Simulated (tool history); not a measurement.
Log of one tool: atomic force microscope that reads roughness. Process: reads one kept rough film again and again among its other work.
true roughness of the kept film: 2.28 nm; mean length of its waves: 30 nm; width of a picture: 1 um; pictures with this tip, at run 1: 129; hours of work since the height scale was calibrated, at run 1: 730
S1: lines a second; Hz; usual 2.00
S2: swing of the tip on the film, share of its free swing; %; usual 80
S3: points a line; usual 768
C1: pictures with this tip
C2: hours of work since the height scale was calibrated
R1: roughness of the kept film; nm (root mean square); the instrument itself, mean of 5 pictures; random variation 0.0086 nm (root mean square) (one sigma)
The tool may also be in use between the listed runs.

run	hour	S1	S2	S3	C1	C2	R1
1	0.0	2.00	80	768	129	730	1.781
# hour 17.9: new tip fitted
2	40.0	2.00	80	768	29	749	1.856
3	68.7	2.00	79	768	66	763	1.816
4	102.2	2.00	67	768	109	779	1.915
# hour 133.8: new tip fitted
5	149.7	2.00	67	768	20	801	1.989
6	194.7	2.00	80	513	79	823	1.812
7	239.2	2.00	80	513	137	844	1.752
# hour 249.4: new tip fitted
8	278.9	2.00	80	513	39	863	1.825
9	316.9	2.00	80	513	88	881	1.805
10	341.8	2.00	80	768	120	893	1.790
11	361.2	3.42	80	768	146	902	1.616
# hour 364.4: new tip fitted
12	385.2	3.42	80	768	27	913	1.688
13	406.6	3.42	80	768	55	923	1.688
14	441.8	3.42	80	768	101	940	1.650
15	471.8	3.42	70	768	140	954	1.772
# hour 480.4: new tip fitted
16	492.6	2.00	82	768	16	964	1.833
17	524.6	2.00	80	768	58	979	1.816
18	562.6	2.00	80	768	107	997	1.781
19	590.5	2.37	80	768	143	1011	1.713
# hour 596.0: new tip fitted
20	631.0	2.00	80	768	45	1030	1.843
21	665.2	2.00	80	768	90	1046	1.804
# hour 710.4: new tip fitted
22	711.4	2.00	80	768	1	1068	1.859
23	751.7	2.00	80	363	54	1087	1.815
24	777.1	2.00	80	363	87	1099	1.795
# hour 825.7: new tip fitted
25	825.7	2.00	80	363	0	1122	1.871
26	865.1	2.00	80	363	51	1141	1.820
27	894.9	2.00	80	718	90	1155	1.790
28	936.7	3.35	62	864	144	1175	1.834
# hour 942.9: new tip fitted
29	984.0	2.00	56	886	53	1198	2.010
30	1014.1	2.00	56	886	92	1212	1.998
31	1051.2	0.60	56	573	141	1230	1.989
# hour 1058.7: new tip fitted
32	1094.0	0.60	56	573	46	1250	2.067
33	1138.7	1.58	71	515	104	1271	1.883
34	1166.0	1.58	71	515	139	1284	1.866
# hour 1175.6: new tip fitted
35	1209.5	1.79	64	535	44	1305	1.972
36	1232.0	0.62	64	535	73	1316	2.034
37	1255.1	0.62	63	474	103	1327	1.988
38	1285.5	0.62	63	474	143	1341	1.956
# hour 1289.9: new tip fitted
39	1323.9	0.62	63	474	44	1359	2.050
40	1348.1	3.92	71	438	75	1371	1.743
41	1376.6	3.92	71	438	112	1384	1.729
# hour 1406.1: new tip fitted
42	1420.9	1.40	56	455	19	1405	2.049
43	1459.3	0.83	59	997	69	1424	2.024
44	1481.4	2.29	80	286	98	1434	1.724
45	1516.2	0.60	68	495	143	1451	1.944
# hour 1520.1: new tip fitted
46	1554.5	0.90	90	768	44	1469	1.894
47	1574.3	0.80	64	445	70	1478	2.013
48	1594.6	0.80	64	445	96	1488	1.994
49	1616.0	0.80	64	445	124	1498	1.966
# hour 1636.8: new tip fitted
50	1641.4	0.80	64	445	6	1510	2.071
51	1672.8	2.00	82	308	46	1525	1.773

Measured less the same run without the tool's hidden state. The same run-to-run variation is in both; the gauge's scatter may not be:
The hidden state here: radius of the tip, nm; height scale over the true one, %; drift of the gauge itself on roughness_nm, %.
run	R1
1	-0.123
2	-0.038
3	-0.068
4	-0.106
5	-0.035
6	-0.079
7	-0.123
8	-0.047
9	-0.085
10	-0.110
11	-0.118
12	-0.036
13	-0.054
14	-0.087
15	-0.123
16	-0.040
17	-0.074
18	-0.114
19	-0.139
20	-0.061
21	-0.096
22	-0.035
23	-0.076
24	-0.100
25	-0.021
26	-0.065
27	-0.098
28	-0.145
29	-0.077
30	-0.111
31	-0.154
32	-0.077
33	-0.124
34	-0.152
35	-0.069
36	-0.101
37	-0.126
38	-0.162
39	-0.069
40	-0.085
41	-0.115
42	-0.052
43	-0.098
44	-0.108
45	-0.166
46	-0.071
47	-0.101
48	-0.123
49	-0.146
50	-0.037
51	-0.064
